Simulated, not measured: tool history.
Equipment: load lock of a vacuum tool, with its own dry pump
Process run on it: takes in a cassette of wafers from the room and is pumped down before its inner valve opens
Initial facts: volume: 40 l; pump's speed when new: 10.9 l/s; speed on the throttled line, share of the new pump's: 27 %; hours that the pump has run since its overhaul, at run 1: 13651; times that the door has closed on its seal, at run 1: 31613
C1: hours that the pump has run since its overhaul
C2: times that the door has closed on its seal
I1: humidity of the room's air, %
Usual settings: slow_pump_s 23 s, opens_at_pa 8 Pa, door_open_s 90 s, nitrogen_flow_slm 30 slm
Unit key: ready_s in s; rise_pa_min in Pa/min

Run 1, hour 0: usual settings; C1 13651; C2 31613; I1 44.8. Result: ready_s 55 s, rise_pa_min 0.2 Pa/min.
Run 2, hour 93.5: usual settings; C1 13745; C2 32026; I1 45.6. Result: ready_s 55.2 s, rise_pa_min 0.204 Pa/min.
Run 3, hour 214.4: usual settings; C1 13866; C2 32560; I1 44.9. Result: ready_s 54.9 s, rise_pa_min 0.204 Pa/min.
Run 4, hour 388.8: usual settings but opens_at_pa 7 Pa; C1 14040; C2 33330; I1 44. Result: ready_s 55.6 s, rise_pa_min 0.206 Pa/min.
Run 5, hour 559.4: usual settings but opens_at_pa 7 Pa; C1 14211; C2 34084; I1 44.3. Result: ready_s 55.5 s, rise_pa_min 0.218 Pa/min.
Run 6, hour 639.1: usual settings; C1 14291; C2 34436; I1 46.9. Result: ready_s 55 s, rise_pa_min 0.216 Pa/min.
Run 7, hour 780.3: usual settings; C1 14432; C2 35059; I1 43.2. Result: ready_s 55.5 s, rise_pa_min 0.218 Pa/min.
Run 8, hour 950.3: usual settings; C1 14602; C2 35810; I1 45.3. Result: ready_s 55.9 s, rise_pa_min 0.231 Pa/min.
Run 9, hour 1099.5: usual settings but opens_at_pa 9 Pa; C1 14751; C2 36469; I1 47.9. Result: ready_s 54.7 s, rise_pa_min 0.229 Pa/min.
Run 10, hour 1184.3: usual settings; C1 14836; C2 36843; I1 45.5. Result: ready_s 55.1 s, rise_pa_min 0.24 Pa/min.
Run 11, hour 1348.8: usual settings; C1 15000; C2 37569; I1 44.3. Result: ready_s 55.1 s, rise_pa_min 0.24 Pa/min.
Run 12, hour 1462.6: usual settings; C1 15114; C2 38072; I1 44.6. Result: ready_s 55.1 s, rise_pa_min 0.244 Pa/min.
Run 13, hour 1641.4: usual settings; C1 15293; C2 38862; I1 41.4. Result: ready_s 55.1 s, rise_pa_min 0.252 Pa/min.
Run 14, hour 1770.5: usual settings; C1 15422; C2 39432; I1 46.7. Result: ready_s 55.6 s, rise_pa_min 0.258 Pa/min.
Run 15, hour 1881: usual settings but opens_at_pa 6 Pa; C1 15532; C2 39920; I1 48. Result: ready_s 56.9 s, rise_pa_min 0.263 Pa/min.
Run 16, hour 1979.4: usual settings but opens_at_pa 6 Pa; C1 15631; C2 40354; I1 44.8. Result: ready_s 57.1 s, rise_pa_min 0.258 Pa/min.
Run 17, hour 2142.3: usual settings but opens_at_pa 6 Pa; C1 15794; C2 41074; I1 45.2. Result: ready_s 57.2 s, rise_pa_min 0.264 Pa/min.
Run 18, hour 2240.5: usual settings but opens_at_pa 6 Pa; C1 15892; C2 41507; I1 42.1. Result: ready_s 56.9 s, rise_pa_min 0.26 Pa/min.
Run 19, hour 2401.2: usual settings; C1 16053; C2 42217; I1 45.3. Result: ready_s 55.3 s, rise_pa_min 0.269 Pa/min.
Run 20, hour 2566.8: usual settings but slow_pump_s 24 s, opens_at_pa 11 Pa; C1 16218; C2 42948; I1 41.9. Result: ready_s 54.9 s, rise_pa_min 0.272 Pa/min.
Run 21, hour 2694.7: usual settings but slow_pump_s 24 s, opens_at_pa 11 Pa, door_open_s 42 s; C1 16346; C2 43513; I1 42.5. Result: ready_s 55.2 s, rise_pa_min 0.269 Pa/min.
Run 22, hour 2789.3: usual settings but slow_pump_s 22 s, opens_at_pa 7 Pa, door_open_s 190 s, nitrogen_flow_slm 18 slm; C1 16441; C2 43931; I1 43.4. Result: ready_s 56.2 s, rise_pa_min 0.321 Pa/min.
Run 23, hour 2964.1: usual settings but slow_pump_s 14 s, opens_at_pa 7 Pa, door_open_s 190 s, nitrogen_flow_slm 18 slm; C1 16616; C2 44703; I1 44.4. Result: ready_s 50.3 s, rise_pa_min 0.338 Pa/min.

Predict the results of run 24:
Run 24, hour 3070.6: usual settings but slow_pump_s 18 s, opens_at_pa 12 Pa, nitrogen_flow_slm 7 slm; C1 16722; C2 45173; I1 44.4. Result: ready_s ?, rise_pa_min ?.

{"run 24": {"ready_s": 50.4, "rise_pa_min": 0.324}}
Were there no unlogged condition in the tool, this run, its random variation unchanged, would have produced ready_s 46.5 s, rise_pa_min 0.085 Pa/min.
